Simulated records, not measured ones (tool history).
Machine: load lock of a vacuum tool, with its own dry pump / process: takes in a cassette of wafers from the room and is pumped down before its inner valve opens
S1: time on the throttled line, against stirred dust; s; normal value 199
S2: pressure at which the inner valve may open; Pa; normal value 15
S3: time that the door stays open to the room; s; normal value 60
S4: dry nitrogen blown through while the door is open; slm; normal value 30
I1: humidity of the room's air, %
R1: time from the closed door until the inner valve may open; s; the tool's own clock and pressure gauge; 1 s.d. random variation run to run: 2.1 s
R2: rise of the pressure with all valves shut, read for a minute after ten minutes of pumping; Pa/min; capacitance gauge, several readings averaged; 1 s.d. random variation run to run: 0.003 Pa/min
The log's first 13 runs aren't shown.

run      day   S1  S2   S3  S4    I1     R1     R2
 14  254.442  199  15   60  30  43.6  352.2  0.015
 15  276.708  199  15   60  30  42.7  349.1  0.015
 16  304.496  199  15  202  30  46.1  353.8  0.024
 17  321.304  199  15  202  30  42.9  352.8  0.021
 18  335.283  199  15  202  30  45.9  350.7  0.026
 19  351.258  199  15  202  30  43.2  349.7  0.022
 20  378.454  199  15  100   4  46.6  348.9  0.056
 21  403.771  199  15  100   4  42.9  348.7  0.046
 22  417.758  199  15  100   4  47.7  351.5  0.063
 23  439.962  174  16   72   9  44.7  328.5  0.034
 24  459.129  174  16   72   9  45.8  328.5  0.039
 25  473.812  174  16   72   9  46.2  331.2  0.035

What will run 26 give?
 26  494.3  191  18  29  35  44   ?   ?

R1: 338 s
R2: 0.008 Pa/min
Without the tool's hidden state the same run would have given R1 337.9 s, R2 0.007 Pa/min.
